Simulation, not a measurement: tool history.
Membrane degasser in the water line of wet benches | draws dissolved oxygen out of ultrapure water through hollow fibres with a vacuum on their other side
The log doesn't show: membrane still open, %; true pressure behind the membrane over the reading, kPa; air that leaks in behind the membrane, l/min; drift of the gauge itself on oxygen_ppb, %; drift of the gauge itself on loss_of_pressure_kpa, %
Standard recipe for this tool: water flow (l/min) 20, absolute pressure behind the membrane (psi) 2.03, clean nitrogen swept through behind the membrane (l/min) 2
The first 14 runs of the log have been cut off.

run,hour,water flow (l/min),absolute pressure behind the membrane (psi),clean nitrogen swept through behind the membrane (l/min),hours since the membrane was changed,hours since the vacuum gauge was calibrated,hours since the vacuum lines were made tight,dissolved oxygen in the water behind the degasser (ppb),pressure that the water loses in the fibres (psi)
15,586.7,20,4.68,2,1281,6385,5810,646.3,5.256
16,647.2,20,2.03,2,1341,6446,5871,256.9,5.195
17,674.9,23,4.29,2,1369,6474,5899,674.8,5.989
18,714.4,26,2.29,2,1409,6513,5938,389.9,6.794
19,750.7,32,3.09,0.91,1445,6549,5974,1195.9,8.396
20,794.4,14,3.09,2,1489,6593,6018,296.7,3.703
21,842.3,24,2.18,2.03,1536,6641,6066,334.4,6.28
22,887.3,26,1.54,3.61,1581,6686,6111,156.5,6.807
23,946.5,26,4.45,3.61,1641,6745,6170,483,6.834
24,994,15,1.93,5.11,1688,6793,6218,74.4,3.928
25,1048.6,30,1.48,2.11,1743,6847,6272,276,7.829
26,1108.8,21,2.65,1.94,1803,6907,6332,378.5,5.424
27,1145,21,2.65,4.03,1839,6944,6369,198.2,5.453
28,1201.1,21,2.03,2,1895,7000,6425,271.5,5.488
# hour 1232.4: vacuum gauge calibrated
29,1234.2,31,1.26,5.12,1928,2,6457,142.8,8.095
30,1290.9,31,4.5,2.3,1985,58,6514,847.1,8.051
# hour 1323.3: gauge calibrated
31,1327,31,4.5,2.3,2021,95,6550,843.5,8.228

What if the next run were any one of these 4? Each begins from the tool's condition after run 31:
A,1382,20,2.02,1.26,2076,150,6605,?,?
B,1382,31,1.97,3.56,2076,150,6605,?,?
C,1382,25,4.5,3.32,2076,150,6605,?,?
D,1382,31,4.5,5.99,2076,150,6605,?,?

run,dissolved oxygen in the water behind the degasser (ppb),pressure that the water loses in the fibres (psi)
A,384.3,5.292
B,270,8.25
C,497.5,6.66
D,398.1,8.29
The same runs, with their run-to-run variation unchanged, on a tool lacking any hidden condition would have given:
run,dissolved oxygen in the water behind the degasser (ppb),pressure that the water loses in the fibres (psi)
A,384.1,5.297
B,269.8,8.256
C,497.3,6.664
D,397.9,8.296
